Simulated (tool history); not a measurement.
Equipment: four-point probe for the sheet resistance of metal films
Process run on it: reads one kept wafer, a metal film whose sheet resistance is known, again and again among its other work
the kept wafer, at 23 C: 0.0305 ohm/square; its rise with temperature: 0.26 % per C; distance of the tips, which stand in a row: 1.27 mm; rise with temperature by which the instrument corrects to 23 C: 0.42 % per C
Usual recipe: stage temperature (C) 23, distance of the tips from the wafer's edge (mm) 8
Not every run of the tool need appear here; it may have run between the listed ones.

run   hour  stage temperature (C)  distance of the tips from the wafer's edge (mm)  sheet resistance as the instrument gives it (ohm/square)
  1    0.0                     23                                                8                                                  0.030690
  2   35.2                     23                                                4                                                  0.031840
  3   83.4                     23                                                4                                                  0.031831
  4  113.3                     23                                                8                                                  0.030686
  5  142.4                     23                                                8                                                  0.030672
  6  176.6                     23                                                8                                                  0.030671
  7  232.5                     23                                               10                                                  0.030533
  8  265.7                     23                                               18                                                  0.030356
  9  291.1                     33                                               41                                                  0.029819
     295.8  -- stage's thermometer calibrated
 10  332.9                     28                                               68                                                  0.030033
 11  361.6                     28                                               68                                                  0.030039
 12  393.8                     28                                               68                                                  0.030033
 13  417.8                     21                                               46                                                  0.030369
     427.3  -- stage's thermometer calibrated, once more
 14  467.9                     23                                                6                                                  0.030952
 15  514.9                     23                                                6                                                  0.030940

Branching from run 15: 5 alternative next runs. What would each branch give?
  A  547.0                     30                                                9                                                         ?
  B  547.0                     28                                               31                                                         ?
  C  547.0                     29                                               14                                                         ?
  D  547.0                     27                                                8                                                         ?
  E  547.0                     30                                               16                                                         ?

run  sheet resistance as the instrument gives it (ohm/square)
  A                                                  0.030218
  B                                                  0.030021
  C                                                  0.030087
  D                                                  0.030450
  E                                                  0.030008
With the hidden condition removed and each run's random variation left untouched, the same runs would have given:
run  sheet resistance as the instrument gives it (ohm/square)
  A                                                  0.030487
  B                                                  0.030289
  C                                                  0.030355
  D                                                  0.030722
  E                                                  0.030276
